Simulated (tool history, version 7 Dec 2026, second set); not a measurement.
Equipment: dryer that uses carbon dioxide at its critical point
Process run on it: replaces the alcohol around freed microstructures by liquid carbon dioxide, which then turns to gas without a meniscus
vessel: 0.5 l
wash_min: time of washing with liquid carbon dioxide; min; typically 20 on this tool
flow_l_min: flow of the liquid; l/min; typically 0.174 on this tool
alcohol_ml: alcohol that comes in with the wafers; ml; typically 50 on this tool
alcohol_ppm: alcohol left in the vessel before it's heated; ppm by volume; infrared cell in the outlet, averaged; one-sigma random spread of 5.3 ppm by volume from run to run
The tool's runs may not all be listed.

Run 1, hour 0.0: usual settings. Result: alcohol_ppm 198 ppm by volume.
Run 2, hour 5.6: usual settings. Result: alcohol_ppm 202 ppm by volume.
Run 3, hour 11.4: usual settings but wash_min 18 min. Result: alcohol_ppm 356 ppm by volume.
Run 4, hour 17.3: usual settings but wash_min 18 min. Result: alcohol_ppm 367 ppm by volume.
Run 5, hour 28.5: usual settings but wash_min 18 min. Result: alcohol_ppm 366 ppm by volume.
Run 6, hour 33.4: usual settings but wash_min 18 min. Result: alcohol_ppm 367 ppm by volume.
Run 7, hour 40.7: usual settings but wash_min 18 min. Result: alcohol_ppm 357 ppm by volume.
Run 8, hour 49.6: usual settings but flow_l_min 0.107 l/min. Result: alcohol_ppm 2197 ppm by volume.
Run 9, hour 59.7: usual settings but flow_l_min 0.293 l/min. Result: alcohol_ppm 36 ppm by volume.
Run 10, hour 69.9: usual settings but flow_l_min 0.293 l/min. Result: alcohol_ppm 31 ppm by volume.
Run 11, hour 79.2: usual settings but flow_l_min 0.293 l/min. Result: alcohol_ppm 27 ppm by volume.
Run 12, hour 85.3: usual settings. Result: alcohol_ppm 227 ppm by volume.
Run 13, hour 91.7: usual settings but wash_min 19 min. Result: alcohol_ppm 298 ppm by volume.
At hour 101.9: inlet filter changed.
Run 14, hour 103.4: usual settings but wash_min 26 min. Result: alcohol_ppm 61 ppm by volume.
Run 15, hour 108.0: usual settings but wash_min 23 min. Result: alcohol_ppm 72 ppm by volume.
Run 16, hour 114.2: usual settings but wash_min 23 min. Result: alcohol_ppm 78 ppm by volume.
Run 17, hour 120.3: usual settings but wash_min 23 min. Result: alcohol_ppm 75 ppm by volume.
Run 18, hour 125.1: usual settings but wash_min 23 min. Result: alcohol_ppm 87 ppm by volume.
Run 19, hour 133.0: usual settings but wash_min 23 min, flow_l_min 0.119 l/min. Result: alcohol_ppm 569 ppm by volume.
Run 20, hour 142.4: usual settings but flow_l_min 0.208 l/min. Result: alcohol_ppm 66 ppm by volume.
Run 21, hour 150.1: usual settings but flow_l_min 0.208 l/min. Result: alcohol_ppm 66 ppm by volume.
Run 22, hour 158.8: usual settings but flow_l_min 0.208 l/min. Result: alcohol_ppm 79 ppm by volume.
Run 23, hour 169.0: usual settings but flow_l_min 0.208 l/min. Result: alcohol_ppm 73 ppm by volume.
Run 24, hour 180.2: usual settings but flow_l_min 0.151 l/min, alcohol_ml 27 ml. Result: alcohol_ppm 215 ppm by volume.
Run 25, hour 188.2: usual settings but flow_l_min 0.193 l/min, alcohol_ml 34 ml. Result: alcohol_ppm 82 ppm by volume.
Run 26, hour 198.4: usual settings but wash_min 29 min, flow_l_min 0.279 l/min. Result: alcohol_ppm 44 ppm by volume.
Run 27, hour 204.4: usual settings but wash_min 13 min. Result: alcohol_ppm 1353 ppm by volume.
Run 28, hour 211.6: usual settings but wash_min 17 min, flow_l_min 0.254 l/min, alcohol_ml 73 ml. Result: alcohol_ppm 84 ppm by volume.
Run 29, hour 217.2: usual settings but wash_min 19 min, flow_l_min 0.166 l/min, alcohol_ml 39 ml. Result: alcohol_ppm 240 ppm by volume.
Run 30, hour 222.8: usual settings but alcohol_ml 95 ml. Result: alcohol_ppm 282 ppm by volume.
Run 31, hour 231.6: usual settings but wash_min 15 min, alcohol_ml 95 ml. Result: alcohol_ppm 1375 ppm by volume.
Run 32, hour 241.2: usual settings but wash_min 15 min, alcohol_ml 95 ml. Result: alcohol_ppm 1384 ppm by volume.
Run 33, hour 246.3: usual settings but flow_l_min 0.209 l/min, alcohol_ml 112 ml. Result: alcohol_ppm 131 ppm by volume.
Run 34, hour 254.3: usual settings but flow_l_min 0.209 l/min, alcohol_ml 112 ml. Result: alcohol_ppm 130 ppm by volume.
Run 35, hour 263.7: usual settings but wash_min 15 min, flow_l_min 0.258 l/min, alcohol_ml 94 ml. Result: alcohol_ppm 167 ppm by volume.
Run 36, hour 271.6: usual settings but wash_min 15 min, flow_l_min 0.295 l/min, alcohol_ml 95 ml. Result: alcohol_ppm 97 ppm by volume.
Run 37, hour 282.6: usual settings but flow_l_min 0.116 l/min, alcohol_ml 76 ml. Result: alcohol_ppm 2068 ppm by volume.
Run 38, hour 288.0: usual settings but wash_min 32 min, flow_l_min 0.123 l/min, alcohol_ml 21 ml. Result: alcohol_ppm 86 ppm by volume.
Run 39, hour 295.6: usual settings but wash_min 32 min, flow_l_min 0.123 l/min, alcohol_ml 21 ml. Result: alcohol_ppm 90 ppm by volume.
Run 40, hour 300.5: usual settings but wash_min 32 min, flow_l_min 0.123 l/min, alcohol_ml 21 ml. Result: alcohol_ppm 91 ppm by volume.
Run 41, hour 306.0: usual settings but wash_min 32 min, flow_l_min 0.123 l/min, alcohol_ml 21 ml. Result: alcohol_ppm 82 ppm by volume.
Run 42, hour 314.6: usual settings but wash_min 32 min, flow_l_min 0.123 l/min, alcohol_ml 21 ml. Result: alcohol_ppm 94 ppm by volume.
Run 43, hour 324.5: usual settings but flow_l_min 0.295 l/min, alcohol_ml 23 ml. Result: alcohol_ppm 72 ppm by volume.
Run 44, hour 330.5: usual settings but flow_l_min 0.295 l/min, alcohol_ml 23 ml. Result: alcohol_ppm 69 ppm by volume.

What if the next run were any one of these 4? Each begins from the tool's condition after run 44:
Run A, hour 340.1: usual settings but wash_min 13 min, flow_l_min 0.208 l/min, alcohol_ml 112 ml. Result: alcohol_ppm ?.
Run B, hour 340.1: usual settings but flow_l_min 0.201 l/min, alcohol_ml 21 ml. Result: alcohol_ppm ?.
Run C, hour 340.1: usual settings but wash_min 15 min, flow_l_min 0.295 l/min, alcohol_ml 28 ml. Result: alcohol_ppm ?.
Run D, hour 340.1: usual settings but wash_min 24 min, flow_l_min 0.285 l/min, alcohol_ml 83 ml. Result: alcohol_ppm ?.

run  alcohol_ppm
  A         1443
  B           86
  C           81
  D           64
Without the tool's unlogged condition, the same runs would have read:
run  alcohol_ppm
  A         1083
  B           20
  C           19
  D            4
